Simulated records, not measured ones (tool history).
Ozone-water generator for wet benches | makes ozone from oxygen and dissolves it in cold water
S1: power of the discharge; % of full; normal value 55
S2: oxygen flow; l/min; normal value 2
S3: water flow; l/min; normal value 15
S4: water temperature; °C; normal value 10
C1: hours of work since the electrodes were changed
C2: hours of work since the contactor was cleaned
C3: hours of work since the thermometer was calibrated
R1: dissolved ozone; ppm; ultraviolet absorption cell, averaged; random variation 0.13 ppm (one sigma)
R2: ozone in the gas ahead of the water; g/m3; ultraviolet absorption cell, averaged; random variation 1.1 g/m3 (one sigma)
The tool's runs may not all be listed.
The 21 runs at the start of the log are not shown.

run 22 hour=1947 | S1=55 S2=2 S3=15 S4=11 | C1=3398 C2=3087 C3=884 | R1=14.6 R2=196.6
run 23 hour=1997.9 | S1=60 S2=1.97 S3=15 S4=10 | C1=3435 C2=3124 C3=922 | R1=15.7 R2=210.4
run 24 hour=2114.9 | S1=60 S2=1.97 S3=15 S4=10 | C1=3521 C2=3210 C3=1007 | R1=15.7 R2=210.4
run 25 hour=2229.8 | S1=55 S2=2.02 S3=23 S4=10 | C1=3606 C2=3294 C3=1092 | R1=9.9 R2=194.5
run 26 hour=2316.3 | S1=40 S2=1.31 S3=14 S4=16 | C1=3669 C2=3358 C3=1155 | R1=9.9 R2=178.3
run 27 hour=2442 | S1=54 S2=1.07 S3=23 S4=9 | C1=3761 C2=3450 C3=1248 | R1=7 R2=242.3
run 28 hour=2512.6 | S1=55 S2=2 S3=14 S4=5 | C1=3813 C2=3502 C3=1299 | R1=16.3 R2=193.7
run 29 hour=2594.3 | S1=92 S2=2 S3=14 S4=13 | C1=3873 C2=3562 C3=1359 | R1=22.6 R2=288.4
run 30 hour=2685 | S1=92 S2=2 S3=14 S4=13 | C1=3940 C2=3628 C3=1426 | R1=23 R2=287.1
-- hour=2765.5 contactor cleaned
run 31 hour=2786.1 | S1=92 S2=2 S3=14 S4=13 | C1=4011 C2=15 C3=1497 | R1=22.7 R2=288.1
run 32 hour=2898.8 | S1=55 S2=3.3 S3=12 S4=12 | C1=4094 C2=98 C3=1580 | R1=20.6 R2=162.3

3 ways to go on from here, each from the tool as it stands after run 32. What would each give?
run A hour=2982.3 | S1=67 S2=3.3 S3=18 S4=6 | C1=4155 C2=159 C3=1641 | R1=? R2=?
run B hour=2982.3 | S1=80 S2=2 S3=15 S4=15 | C1=4155 C2=159 C3=1641 | R1=? R2=?
run C hour=2982.3 | S1=49 S2=1.58 S3=10 S4=10 | C1=4155 C2=159 C3=1641 | R1=? R2=?

run=A R1=18.3 R2=191.1
run=B R1=19 R2=257.7
run=C R1=17.7 R2=194.4
The same runs, with their run-to-run variation unchanged, on a tool lacking any hidden condition would have given:
run=A R1=18.3 R2=191.3
run=B R1=19 R2=258
run=C R1=17.7 R2=194.6
